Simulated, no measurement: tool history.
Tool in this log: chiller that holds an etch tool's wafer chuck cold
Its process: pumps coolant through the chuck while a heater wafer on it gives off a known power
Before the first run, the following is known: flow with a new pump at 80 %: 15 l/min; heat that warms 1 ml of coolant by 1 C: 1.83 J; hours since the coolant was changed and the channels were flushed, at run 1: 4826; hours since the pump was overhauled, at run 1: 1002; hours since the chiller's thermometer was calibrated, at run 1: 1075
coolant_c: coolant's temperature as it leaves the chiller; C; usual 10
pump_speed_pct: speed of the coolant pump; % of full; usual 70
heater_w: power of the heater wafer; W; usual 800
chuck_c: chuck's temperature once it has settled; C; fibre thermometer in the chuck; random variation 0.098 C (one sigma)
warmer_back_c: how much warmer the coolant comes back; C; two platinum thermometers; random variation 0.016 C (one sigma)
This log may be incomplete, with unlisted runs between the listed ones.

run,day,coolant_c,pump_speed_pct,heater_w,hours since the coolant was changed and the channels were flushed,hours since the pump was overhauled,hours since the chiller's thermometer was calibrated,chuck_c,warmer_back_c
1,0.000,10,70,800,4826,1002,1075,17.46,2.06
2,1.042,10,70,800,4851,1027,1100,17.53,2.05
3,1.838,10,70,800,4870,1046,1119,17.52,2.03
4,3.071,16,70,800,4900,1076,1149,23.42,2.03
5,4.062,16,70,800,4923,1100,1172,23.51,2.05
6,4.833,5,70,800,4942,1118,1191,12.55,2.02
7,5.404,1,83,800,4956,1132,1205,7.33,1.71
8,6.329,3,79,426,4978,1154,1227,6.61,0.93
9,7.425,16,91,503,5004,1180,1253,19.66,0.97
10,8.596,16,80,1147,5032,1209,1281,25.60,2.56
11,9.208,2,91,942,5047,1223,1296,8.99,1.83

Some steps in chuck_c, run to run, broken into two amounts with sign: the step expected even without the hidden condition (settings, incoming material, random variation), and the rest, left for the hidden condition together with whatever gauge scatter is not in both the measured and the hidden-condition-free result:
The hidden state here: heat passed by the chuck's channels, % of clean ones'; flow at a given pump speed, % of a new pump's; coolant's true temperature over the reading, C; drift of the gauge itself on chuck_c, C; drift of the gauge itself on warmer_back_c, C.
Run 9 -> 10: pump_speed_pct 91 -> 80, heater_w 503 -> 1147. chuck_c +5.94 C: hidden state +1.03, all else +4.91.
Run 10 -> 11: coolant_c 16 -> 2, pump_speed_pct 80 -> 91, heater_w 1147 -> 942. chuck_c -16.61 C: hidden state -0.45, all else -16.16.
